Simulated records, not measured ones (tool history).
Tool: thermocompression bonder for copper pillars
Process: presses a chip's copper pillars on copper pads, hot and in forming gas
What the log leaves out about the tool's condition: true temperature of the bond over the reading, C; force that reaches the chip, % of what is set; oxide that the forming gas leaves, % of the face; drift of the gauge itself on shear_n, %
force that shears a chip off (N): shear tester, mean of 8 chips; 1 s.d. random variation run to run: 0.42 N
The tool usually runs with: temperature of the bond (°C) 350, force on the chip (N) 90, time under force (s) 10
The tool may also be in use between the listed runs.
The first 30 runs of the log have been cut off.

| run | day | temperature of the bond (°C) | force on the chip (N) | time under force (s) | hours of work since the heater was calibrated | hours of work since the force cell was calibrated | hours of work since the gas filter was changed | force that shears a chip off (N) |
|---|---|---|---|---|---|---|---|---|
| 31 | 14.054 | 367 | 110 | 22 | 746 | 403 | 125 | 91.2 |
| 32 | 14.417 | 367 | 110 | 22 | 750 | 407 | 128 | 90.6 |
| 33 | 14.708 | 367 | 110 | 22 | 753 | 410 | 131 | 91.8 |
| 34 | 15.358 | 376 | 60 | 10 | 759 | 416 | 138 | 60.6 |
| 35 | 15.767 | 336 | 122 | 13 | 763 | 421 | 142 | 65.8 |
| 36 | 16.292 | 367 | 132 | 10 | 768 | 426 | 147 | 79.9 |
| 37 | 16.921 | 352 | 122 | 17 | 775 | 432 | 154 | 80.3 |
| 38 | 17.325 | 352 | 122 | 17 | 779 | 436 | 158 | 81 |
| 39 | 17.721 | 350 | 124 | 29 | 783 | 440 | 162 | 90.1 |
| 40 | 18.262 | 326 | 124 | 5 | 788 | 446 | 167 | 41.6 |
| 41 | 18.629 | 356 | 99 | 15 | 792 | 449 | 171 | 73.4 |

Alternative continuations, all from the tool just after run 41; predict every row:
| A | 19.138 | 356 | 123 | 13 | 797 | 454 | 176 | ? |
| B | 19.138 | 378 | 90 | 10 | 797 | 454 | 176 | ? |
| C | 19.138 | 350 | 74 | 10 | 797 | 454 | 176 | ? |

| run | force that shears a chip off (N) |
|---|---|
| A | 75.6 |
| B | 74.5 |
| C | 52.1 |
With the hidden condition removed and each run's random variation left untouched, the same runs would have given:
| run | force that shears a chip off (N) |
|---|---|
| A | 75.5 |
| B | 74.5 |
| C | 50.9 |
